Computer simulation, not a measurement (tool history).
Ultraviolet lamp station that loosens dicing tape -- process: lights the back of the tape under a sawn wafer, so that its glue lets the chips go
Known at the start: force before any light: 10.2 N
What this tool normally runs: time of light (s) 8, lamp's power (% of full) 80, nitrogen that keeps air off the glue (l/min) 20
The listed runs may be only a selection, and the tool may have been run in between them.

| run | hour | time of light (s) | lamp's power (% of full) | nitrogen that keeps air off the glue (l/min) | force that peels the tape off (N) | light that reached the tape (mJ/cm²) |
|---|---|---|---|---|---|---|
| 1 | 0.0 | 8 | 80 | 20 | 1.049 | 172 |
| 2 | 75.6 | 8 | 80 | 20 | 1.118 | 170 |
| 3 | 163.0 | 9 | 80 | 20 | 0.902 | 186 |
|  | 193.3 | window cleaned of glue's vapour |
| 4 | 224.1 | 8 | 68 | 20 | 1.873 | 124 |
| 5 | 274.3 | 8 | 92 | 20 | 1.125 | 169 |
| 6 | 343.8 | 8 | 92 | 20 | 1.139 | 160 |
|  | 353.4 | window cleaned of glue's vapour, once more |
| 7 | 393.1 | 8 | 80 | 21 | 0.859 | 186 |
| 8 | 473.5 | 8 | 71 | 20 | 1.208 | 160 |
| 9 | 557.5 | 8 | 71 | 20 | 1.263 | 157 |
| 10 | 609.8 | 8 | 71 | 20 | 1.314 | 156 |
| 11 | 687.2 | 8 | 71 | 20 | 1.328 | 153 |
| 12 | 767.8 | 8 | 80 | 20 | 1.153 | 168 |

Run 13, settings as shown, results not yet in. Your forecast:
| 13 | 825.2 | 11 | 88 | 8 | ? | ? |

{"run 13": {"force that peels the tape off (N)": 0.829, "light that reached the tape (mJ/cm²)": 249}}
Without the tool's hidden state the same run would have given force that peels the tape off (N) 0.325, light that reached the tape (mJ/cm²) 412.
